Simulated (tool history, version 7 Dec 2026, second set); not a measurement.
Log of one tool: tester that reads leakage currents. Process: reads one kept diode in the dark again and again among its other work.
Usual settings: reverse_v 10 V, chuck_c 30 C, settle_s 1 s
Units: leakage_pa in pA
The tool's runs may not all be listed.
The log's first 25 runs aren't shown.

run    hour  reverse_v  chuck_c  settle_s  hours of work since the probe card was cleaned  hours of work since the tester was calibrated  hours of work since the chuck was calibrated  leakage_pa
 26   755.9        1.3       32      0.55                                            1073                                            956                                           896       11.77
      769.5  -- probe card cleaned and baked
 27   777.2        1.3       32      0.55                                               5                                            967                                           907       11.72
 28   811.7        1.3       32      0.55                                              26                                            988                                           929       11.84
 29   836.9        1.3       32      0.55                                              42                                           1004                                           944       11.77
 30   867.6        1.3       32      0.55                                              61                                           1023                                           963       11.76
 31   900.7        1.3       32      0.55                                              81                                           1044                                           984       11.81
 32   933.7        1.3       21      0.75                                             102                                           1064                                          1004        4.97
 33   963.4       18.3       30         1                                             120                                           1083                                          1023       35.92
 34   992.4       17.1       30      1.16                                             138                                           1101                                          1041       34.43
 35  1034.7       17.1       30      1.16                                             164                                           1127                                          1067       34.35
 36  1073.1       17.1       49      1.16                                             188                                           1151                                          1091      133.29
 37    1111         10       37         1                                             212                                           1174                                          1114       44.93
 38  1144.3          3       44         1                                             232                                           1195                                          1135       41.67
 39  1185.1          3       46       1.5                                             258                                           1220                                          1160       47.98
 40  1229.1        1.5       45      0.41                                             285                                           1247                                          1187       32.45
 41  1270.2        2.4       45      6.25                                             310                                           1273                                          1213       39.84

Forecast each of these 3 alternatives for the next run:
  A  1302.1        2.4       43      0.37                                             330                                           1293                                          1233           ?
  B  1302.1        1.6       30         1                                             330                                           1293                                          1233           ?
  C  1302.1        2.4       48      6.25                                             330                                           1293                                          1233           ?

run  leakage_pa
  A       35.59
  B       11.12
  C       49.16
Without the tool's hidden state the same runs would have given:
run  leakage_pa
  A       35.59
  B       11.12
  C       49.16
